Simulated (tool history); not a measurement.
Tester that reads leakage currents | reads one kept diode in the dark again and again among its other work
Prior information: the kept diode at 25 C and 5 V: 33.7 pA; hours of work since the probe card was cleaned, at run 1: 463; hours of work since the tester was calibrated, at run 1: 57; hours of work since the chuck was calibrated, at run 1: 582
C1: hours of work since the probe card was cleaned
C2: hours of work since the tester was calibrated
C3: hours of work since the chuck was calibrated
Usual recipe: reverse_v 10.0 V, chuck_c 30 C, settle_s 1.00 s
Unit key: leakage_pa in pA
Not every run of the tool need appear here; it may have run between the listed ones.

run 1 hour=0.0 | reverse_v=10.0 chuck_c=30 settle_s=1.00 | C1=463 C2=57 C3=582 | leakage_pa=73.16
run 2 hour=46.4 | reverse_v=2.1 chuck_c=30 settle_s=1.00 | C1=487 C2=81 C3=606 | leakage_pa=37.29
run 3 hour=107.5 | reverse_v=10.3 chuck_c=30 settle_s=1.00 | C1=520 C2=114 C3=639 | leakage_pa=73.91
run 4 hour=172.5 | reverse_v=10.3 chuck_c=30 settle_s=1.00 | C1=554 C2=148 C3=673 | leakage_pa=73.61
run 5 hour=232.3 | reverse_v=10.3 chuck_c=30 settle_s=1.00 | C1=585 C2=179 C3=704 | leakage_pa=73.72
run 6 hour=280.5 | reverse_v=10.0 chuck_c=30 settle_s=1.00 | C1=611 C2=205 C3=730 | leakage_pa=72.48
run 7 hour=335.6 | reverse_v=10.0 chuck_c=30 settle_s=1.00 | C1=640 C2=234 C3=759 | leakage_pa=72.55
run 8 hour=398.7 | reverse_v=10.0 chuck_c=30 settle_s=1.00 | C1=673 C2=267 C3=792 | leakage_pa=72.86
run 9 hour=430.6 | reverse_v=10.0 chuck_c=30 settle_s=0.49 | C1=690 C2=284 C3=809 | leakage_pa=76.30
run 10 hour=470.7 | reverse_v=10.0 chuck_c=30 settle_s=0.49 | C1=711 C2=305 C3=830 | leakage_pa=75.85
run 11 hour=507.6 | reverse_v=10.0 chuck_c=56 settle_s=1.00 | C1=730 C2=324 C3=849 | leakage_pa=528.41
run 12 hour=559.0 | reverse_v=10.0 chuck_c=56 settle_s=1.00 | C1=757 C2=351 C3=876 | leakage_pa=527.70
run 13 hour=609.8 | reverse_v=10.0 chuck_c=30 settle_s=2.59 | C1=784 C2=378 C3=903 | leakage_pa=70.84
run 14 hour=647.9 | reverse_v=10.0 chuck_c=30 settle_s=0.89 | C1=804 C2=398 C3=923 | leakage_pa=73.95
run 15 hour=700.4 | reverse_v=10.0 chuck_c=51 settle_s=0.34 | C1=832 C2=426 C3=951 | leakage_pa=375.19
run 16 hour=754.9 | reverse_v=10.0 chuck_c=51 settle_s=0.34 | C1=860 C2=454 C3=979 | leakage_pa=373.16
run 17 hour=786.4 | reverse_v=10.0 chuck_c=51 settle_s=0.34 | C1=877 C2=471 C3=996 | leakage_pa=373.85
run 18 hour=850.9 | reverse_v=10.0 chuck_c=51 settle_s=0.34 | C1=911 C2=505 C3=1030 | leakage_pa=372.22
run 19 hour=892.0 | reverse_v=10.8 chuck_c=30 settle_s=1.00 | C1=932 C2=527 C3=1051 | leakage_pa=75.53
run 20 hour=960.3 | reverse_v=1.9 chuck_c=56 settle_s=1.00 | C1=968 C2=563 C3=1087 | leakage_pa=265.61
run 21 hour=999.8 | reverse_v=1.9 chuck_c=56 settle_s=1.00 | C1=989 C2=583 C3=1108 | leakage_pa=264.66
run 22 hour=1037.7 | reverse_v=1.9 chuck_c=56 settle_s=1.00 | C1=1009 C2=603 C3=1128 | leakage_pa=264.19
run 23 hour=1083.3 | reverse_v=1.1 chuck_c=28 settle_s=1.00 | C1=1033 C2=627 C3=1152 | leakage_pa=23.85
run 24 hour=1130.7 | reverse_v=1.1 chuck_c=28 settle_s=1.00 | C1=1058 C2=652 C3=1177 | leakage_pa=23.94
run 25 hour=1168.9 | reverse_v=5.8 chuck_c=26 settle_s=1.52 | C1=1078 C2=672 C3=1197 | leakage_pa=40.60
run 26 hour=1201.5 | reverse_v=1.4 chuck_c=39 settle_s=0.77 | C1=1095 C2=690 C3=1214 | leakage_pa=65.35
-- hour=1234.2 chuck's temperature calibrated
run 27 hour=1249.2 | reverse_v=10.0 chuck_c=55 settle_s=3.54 | C1=1119 C2=714 C3=8 | leakage_pa=487.87

What if the next run were any one of these 5? Each begins from the tool's condition after run 27:
run A hour=1307.6 | reverse_v=5.1 chuck_c=60 settle_s=0.63 | C1=1150 C2=744 C3=39 | leakage_pa=?
run B hour=1307.6 | reverse_v=3.0 chuck_c=55 settle_s=3.54 | C1=1150 C2=744 C3=39 | leakage_pa=?
run C hour=1307.6 | reverse_v=1.0 chuck_c=38 settle_s=3.54 | C1=1150 C2=744 C3=39 | leakage_pa=?
run D hour=1307.6 | reverse_v=10.0 chuck_c=28 settle_s=1.00 | C1=1150 C2=744 C3=39 | leakage_pa=?
run E hour=1307.6 | reverse_v=4.1 chuck_c=26 settle_s=2.75 | C1=1150 C2=744 C3=39 | leakage_pa=?

run=A leakage_pa=528.75
run=B leakage_pa=297.21
run=C leakage_pa=51.77
run=D leakage_pa=62.15
run=E leakage_pa=34.58
Without the tool's hidden state the same runs would have given:
run=A leakage_pa=528.68
run=B leakage_pa=297.17
run=C leakage_pa=51.76
run=D leakage_pa=62.10
run=E leakage_pa=34.56
